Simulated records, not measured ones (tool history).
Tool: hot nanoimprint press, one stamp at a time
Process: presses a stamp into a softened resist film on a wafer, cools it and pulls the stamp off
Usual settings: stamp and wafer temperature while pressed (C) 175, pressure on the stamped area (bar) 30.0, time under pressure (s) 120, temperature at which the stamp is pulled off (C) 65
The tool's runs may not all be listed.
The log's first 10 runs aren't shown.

run,hour,stamp and wafer temperature while pressed (C),pressure on the stamped area (bar),time under pressure (s),temperature at which the stamp is pulled off (C),hours of work since the thermocouple was calibrated,imprints on the stamp's release coat,hours of work since the press's seals were changed,resist left under the stamp's widest pad (Å),greatest force while the stamp is pulled off (N)
11,108.1,175,30.0,120,65,287,70,316,1235,130
12,118.3,175,30.0,120,65,293,94,322,1238,122
# hour 121.8: plate thermocouple calibrated
13,131.2,175,30.0,120,65,5,117,327,1252,131
14,143.9,175,30.0,120,65,12,147,334,1267,127
# hour 156.6: plate thermocouple calibrated, once more
15,159.5,175,30.0,120,65,2,177,341,1199,123
16,172.3,175,32.2,120,65,9,207,349,1163,133
17,184.0,173,44.3,120,67,15,234,355,1127,127
18,189.8,173,44.3,120,67,18,248,358,1131,128
19,200.6,173,44.3,120,67,24,273,364,1125,132
20,208.8,175,27.3,120,67,29,292,369,1255,125
21,214.3,175,27.3,120,67,32,305,372,1239,134

Forecast run 22:
22,224.2,175,27.3,120,67,38,329,377,?,?

resist left under the stamp's widest pad (Å): 1241
greatest force while the stamp is pulled off (N): 135
Without the tool's hidden state the same run would have given resist left under the stamp's widest pad (Å) 1220, greatest force while the stamp is pulled off (N) 127.
